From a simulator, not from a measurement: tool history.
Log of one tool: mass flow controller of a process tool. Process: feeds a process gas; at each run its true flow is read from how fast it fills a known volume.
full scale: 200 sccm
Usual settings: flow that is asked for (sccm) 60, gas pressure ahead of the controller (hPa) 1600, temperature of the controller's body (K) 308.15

| run | day | flow that is asked for (sccm) | gas pressure ahead of the controller (hPa) | temperature of the controller's body (K) | true flow (%) |
|---|---|---|---|---|---|
| 1 | 0.000 | 60 | 1600 | 308.15 | 98.89 |
| 2 | 3.096 | 60 | 1600 | 308.15 | 98.72 |
| 3 | 5.954 | 60 | 1600 | 308.15 | 98.69 |
| 4 | 7.896 | 60 | 1600 | 308.15 | 98.61 |
| 5 | 10.096 | 60 | 1600 | 308.15 | 98.56 |
| 6 | 14.388 | 21 | 1600 | 308.15 | 97.67 |
| 7 | 17.892 | 21 | 1600 | 308.15 | 97.49 |
| 8 | 21.162 | 60 | 1600 | 308.15 | 97.92 |
| 9 | 23.629 | 66 | 1600 | 308.15 | 97.88 |
| 10 | 26.446 | 66 | 1600 | 308.15 | 97.76 |
| 11 | 31.121 | 66 | 1600 | 308.15 | 97.50 |
| 12 | 33.462 | 66 | 1600 | 308.15 | 97.49 |
| 13 | 38.104 | 66 | 1600 | 308.15 | 97.23 |
| 14 | 40.654 | 66 | 1600 | 308.15 | 97.23 |
| 15 | 43.675 | 44 | 2650 | 308.15 | 96.35 |
| 16 | 45.596 | 58 | 1420 | 304.15 | 96.47 |
|  | 47.792 | gauge calibrated |
| 17 | 48.800 | 58 | 1420 | 304.15 | 98.52 |
| 18 | 52.558 | 60 | 1600 | 312.15 | 99.09 |
| 19 | 56.725 | 86 | 2240 | 308.15 | 98.82 |
| 20 | 58.825 | 80 | 1580 | 311.15 | 99.13 |
| 21 | 61.975 | 40 | 2050 | 298.15 | 96.77 |

Forecast run 22:
| 22 | 65.192 | 40 | 2050 | 298.15 | ? |

{"run 22": {"true flow (%)": 96.58}}
Without the tool's hidden state the same run would have given true flow (%) 97.44.

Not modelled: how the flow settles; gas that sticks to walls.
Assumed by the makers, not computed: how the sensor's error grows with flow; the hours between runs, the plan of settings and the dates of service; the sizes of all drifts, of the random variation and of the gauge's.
